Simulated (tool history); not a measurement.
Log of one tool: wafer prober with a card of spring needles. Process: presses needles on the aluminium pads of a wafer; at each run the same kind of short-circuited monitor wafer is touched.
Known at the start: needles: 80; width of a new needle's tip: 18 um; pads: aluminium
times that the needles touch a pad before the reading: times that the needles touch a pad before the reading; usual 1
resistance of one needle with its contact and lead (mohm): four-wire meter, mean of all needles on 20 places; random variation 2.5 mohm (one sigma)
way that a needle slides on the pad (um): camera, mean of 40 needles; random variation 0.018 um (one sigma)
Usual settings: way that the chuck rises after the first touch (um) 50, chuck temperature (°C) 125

| run | hour | way that the chuck rises after the first touch (um) | chuck temperature (°C) | times that the needles touch a pad before the reading | resistance of one needle with its contact and lead (mohm) | way that a needle slides on the pad (um) |
|---|---|---|---|---|---|---|
| 1 | 0 | 50 | 125 | 1 | 298 | 6.44 |
|  | 14.1 | tips cleaned on abrasive film |
|  | 20.1 | height of the first contact set anew |
|  | 25.8 | tips cleaned on abrasive film |
|  | 37.1 | tips cleaned on abrasive film |
| 2 | 42.6 | 32 | 125 | 1 | 379 | 4.29 |
|  | 51.1 | tips cleaned on abrasive film |
|  | 62.4 | tips cleaned on abrasive film |
|  | 76.6 | tips cleaned on abrasive film |
|  | 90.7 | tips cleaned on abrasive film |
|  | 104.9 | tips cleaned on abrasive film |
| 3 | 110.7 | 32 | 125 | 3 | 336 | 4.21 |
|  | 116.4 | tips cleaned on abrasive film |
|  | 130.6 | tips cleaned on abrasive film |
|  | 144.7 | tips cleaned on abrasive film |
|  | 156.1 | tips cleaned on abrasive film |
|  | 170.2 | tips cleaned on abrasive film |
| 4 | 176.2 | 32 | 125 | 3 | 336 | 4.18 |
|  | 181.9 | tips cleaned on abrasive film |
|  | 193.3 | tips cleaned on abrasive film |
|  | 207.4 | tips cleaned on abrasive film |
|  | 218.7 | tips cleaned on abrasive film |
| 5 | 226.6 | 50 | 125 | 1 | 334 | 6.58 |
|  | 232.3 | tips cleaned on abrasive film |
|  | 243.7 | tips cleaned on abrasive film |
|  | 255 | tips cleaned on abrasive film |
|  | 269.2 | tips cleaned on abrasive film |
|  | 280.5 | tips cleaned on abrasive film |
|  | 294.6 | tips cleaned on abrasive film |
| 6 | 298.3 | 50 | 125 | 1 | 313 | 6.55 |
|  | 306.8 | tips cleaned on abrasive film |
|  | 318.2 | tips cleaned on abrasive film |
|  | 329.5 | tips cleaned on abrasive film |
|  | 340.9 | tips cleaned on abrasive film |
|  | 352.2 | tips cleaned on abrasive film |
|  | 363.5 | tips cleaned on abrasive film |
| 7 | 369 | 50 | 125 | 1 | 334 | 6.47 |
|  | 377.5 | tips cleaned on abrasive film |
|  | 391.6 | tips cleaned on abrasive film |
|  | 403 | tips cleaned on abrasive film |
|  | 414.3 | tips cleaned on abrasive film |
|  | 425.7 | tips cleaned on abrasive film |
| 8 | 431.4 | 50 | 125 | 1 | 328 | 6.4 |
|  | 437.1 | tips cleaned on abrasive film |
|  | 437.4 | height of the first contact set anew |
|  | 451.5 | tips cleaned on abrasive film |
|  | 462.8 | tips cleaned on abrasive film |
|  | 474.2 | tips cleaned on abrasive film |
|  | 485.5 | tips cleaned on abrasive film |
| 9 | 489.5 | 50 | 125 | 1 | 318 | 6.72 |
|  | 498 | tips cleaned on abrasive film |
|  | 512.2 | tips cleaned on abrasive film |
|  | 523.5 | tips cleaned on abrasive film |
| 10 | 528.3 | 50 | 125 | 1 | 323 | 6.69 |
|  | 536.8 | tips cleaned on abrasive film |
|  | 551 | tips cleaned on abrasive film |
|  | 562.3 | tips cleaned on abrasive film |
|  | 573.6 | tips cleaned on abrasive film |
|  | 587.8 | tips cleaned on abrasive film |
| 11 | 592.4 | 50 | 125 | 1 | 331 | 6.65 |
|  | 601 | tips cleaned on abrasive film |
|  | 612.3 | tips cleaned on abrasive film |
|  | 626.5 | tips cleaned on abrasive film |
|  | 637.8 | tips cleaned on abrasive film |
| 12 | 640.2 | 50 | 125 | 1 | 314 | 6.62 |
|  | 651.6 | tips cleaned on abrasive film |
|  | 665.7 | tips cleaned on abrasive film |
| 13 | 675.9 | 36 | 125 | 1 | 400 | 4.67 |
|  | 678.8 | tips cleaned on abrasive film |
|  | 690.2 | tips cleaned on abrasive film |
|  | 701.5 | tips cleaned on abrasive film |
|  | 715.7 | tips cleaned on abrasive film |
|  | 727 | tips cleaned on abrasive film |
|  | 741 | tips cleaned on abrasive film |
| 14 | 741 | 36 | 42 | 1 | 295 | 4.62 |

Forecast run 15:
|  | 755.2 | tips cleaned on abrasive film |
|  | 769.3 | tips cleaned on abrasive film |
|  | 783.5 | tips cleaned on abrasive film |
| 15 | 789.7 | 36 | 42 | 1 | ? | ? |

{"run 15": {"resistance of one needle with its contact and lead (mohm)": 365, "way that a needle slides on the pad (um)": 4.62}}
Without the tool's hidden state the same run would have given resistance of one needle with its contact and lead (mohm) 270, way that a needle slides on the pad (um) 4.89.
